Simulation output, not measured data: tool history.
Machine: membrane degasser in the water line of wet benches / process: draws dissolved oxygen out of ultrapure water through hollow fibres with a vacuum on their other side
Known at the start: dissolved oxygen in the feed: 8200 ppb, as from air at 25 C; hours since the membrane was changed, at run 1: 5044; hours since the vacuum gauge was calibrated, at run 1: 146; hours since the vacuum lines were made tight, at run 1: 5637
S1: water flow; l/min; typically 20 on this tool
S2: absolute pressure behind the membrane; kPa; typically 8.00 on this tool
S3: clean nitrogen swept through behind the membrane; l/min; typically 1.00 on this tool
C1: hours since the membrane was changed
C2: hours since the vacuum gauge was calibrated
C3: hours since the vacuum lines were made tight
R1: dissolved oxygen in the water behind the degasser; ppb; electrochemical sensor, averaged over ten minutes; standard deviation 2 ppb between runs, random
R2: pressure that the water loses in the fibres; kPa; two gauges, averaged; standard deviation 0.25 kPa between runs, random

run 1 hour=0.0 | S1=20 S2=8.00 S3=1.00 | C1=5044 C2=146 C3=5637 | R1=225.1 R2=70.84
run 2 hour=190.6 | S1=20 S2=13.42 S3=1.00 | C1=5235 C2=336 C3=5828 | R1=448.8 R2=70.34
run 3 hour=356.5 | S1=20 S2=13.42 S3=1.00 | C1=5400 C2=502 C3=5993 | R1=449.2 R2=70.81
-- hour=376.2 vacuum gauge calibrated
run 4 hour=463.6 | S1=20 S2=13.42 S3=1.00 | C1=5507 C2=87 C3=6100 | R1=452.1 R2=71.45
run 5 hour=596.1 | S1=20 S2=8.00 S3=1.00 | C1=5640 C2=220 C3=6233 | R1=222.1 R2=70.63
run 6 hour=774.9 | S1=20 S2=5.68 S3=1.12 | C1=5818 C2=399 C3=6411 | R1=113.9 R2=71.17
run 7 hour=935.6 | S1=12 S2=8.00 S3=1.00 | C1=5979 C2=559 C3=6572 | R1=141.1 R2=43.12

The next listed run, before its measurement:
run 8 hour=1079.4 | S1=12 S2=8.00 S3=1.00 | C1=6123 C2=703 C3=6716 | R1=? R2=?

R1: 143.1 ppb
R2: 42.93 kPa
Minus the tool's unlogged condition, the same run would have read R1 135.4 ppb, R2 40.47 kPa.

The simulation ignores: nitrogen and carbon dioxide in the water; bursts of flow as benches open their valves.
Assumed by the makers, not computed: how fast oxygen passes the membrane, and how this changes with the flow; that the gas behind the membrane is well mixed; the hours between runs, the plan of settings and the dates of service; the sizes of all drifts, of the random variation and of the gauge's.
